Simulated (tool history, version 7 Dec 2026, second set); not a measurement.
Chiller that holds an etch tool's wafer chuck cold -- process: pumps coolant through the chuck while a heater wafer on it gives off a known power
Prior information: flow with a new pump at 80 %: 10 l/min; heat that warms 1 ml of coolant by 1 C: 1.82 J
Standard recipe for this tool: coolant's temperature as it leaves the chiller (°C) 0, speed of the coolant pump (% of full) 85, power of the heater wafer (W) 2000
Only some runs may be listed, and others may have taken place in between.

run,hour,coolant's temperature as it leaves the chiller (°C),speed of the coolant pump (% of full),power of the heater wafer (W),chuck's temperature once it has settled (°C),how much warmer the coolant comes back (C)
1,0.0,0,85,2000,14.5,6.16
2,46.9,0,63,2000,18.1,8.51
3,83.0,0,63,2000,18.0,8.52
4,116.2,0,63,2000,18.3,8.48
5,166.5,0,63,2000,18.2,8.49
6,199.4,0,63,2000,18.0,8.51
7,227.6,0,63,2000,18.1,8.44
8,265.2,0,85,1276,9.3,3.97
9,311.7,9,85,2000,23.7,6.17
10,354.9,9,85,2000,23.5,6.17
11,392.9,0,85,1377,10.0,4.18
12,436.8,0,85,1377,10.1,4.27
13,480.8,-7,85,1881,6.7,5.77

Expected results for the next run?
14,511.1,-6,96,2000,?,?

Run 14 came out at chuck's temperature once it has settled (°C) 7.3, how much warmer the coolant comes back (C) 5.36.
Take away the tool's hidden state, keep the run-to-run variation as it was, and the same run would have given chuck's temperature once it has settled (°C) 7.3, how much warmer the coolant comes back (C) 5.36.
